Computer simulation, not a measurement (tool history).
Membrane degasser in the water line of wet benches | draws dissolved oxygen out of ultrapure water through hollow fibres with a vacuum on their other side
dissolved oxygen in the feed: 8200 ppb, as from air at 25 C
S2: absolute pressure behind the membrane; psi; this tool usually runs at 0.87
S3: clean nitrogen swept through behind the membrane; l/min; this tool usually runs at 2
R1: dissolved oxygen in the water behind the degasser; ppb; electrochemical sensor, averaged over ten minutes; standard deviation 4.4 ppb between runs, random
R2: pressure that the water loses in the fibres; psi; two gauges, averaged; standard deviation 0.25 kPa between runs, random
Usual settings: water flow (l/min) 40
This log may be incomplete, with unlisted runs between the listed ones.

run 1 day=0 | water_flow_(l/min)=40 S2=0.87 S3=2 | R1=484.8 R2=10.026
run 2 day=11.658 | water_flow_(l/min)=40 S2=0.87 S3=2 | R1=491.7 R2=10.05
-- day=18.35 vacuum gauge calibrated
run 3 day=20.054 | water_flow_(l/min)=40 S2=0.87 S3=2 | R1=489.6 R2=10.021
run 4 day=27.617 | water_flow_(l/min)=40 S2=0.87 S3=2 | R1=487.2 R2=9.996
-- day=34.871 vacuum gauge calibrated, once more
run 5 day=37.117 | water_flow_(l/min)=37 S2=0.87 S3=2 | R1=414.4 R2=9.368
run 6 day=43.288 | water_flow_(l/min)=37 S2=0.87 S3=2 | R1=417.3 R2=9.343
run 7 day=49.346 | water_flow_(l/min)=30 S2=1.919 S3=1.57 | R1=603.4 R2=7.568
run 8 day=57.104 | water_flow_(l/min)=30 S2=1.919 S3=1.57 | R1=612.7 R2=7.481

Run 9 has not been measured yet. What should we expect?
run 9 day=66.638 | water_flow_(l/min)=40 S2=1.838 S3=1.75 | R1=? R2=?

{"run 9": {"R1": 779.4, "R2": 10.057}}
Without the tool's hidden state the same run would have given R1 742.9 ppb, R2 9.765 psi.
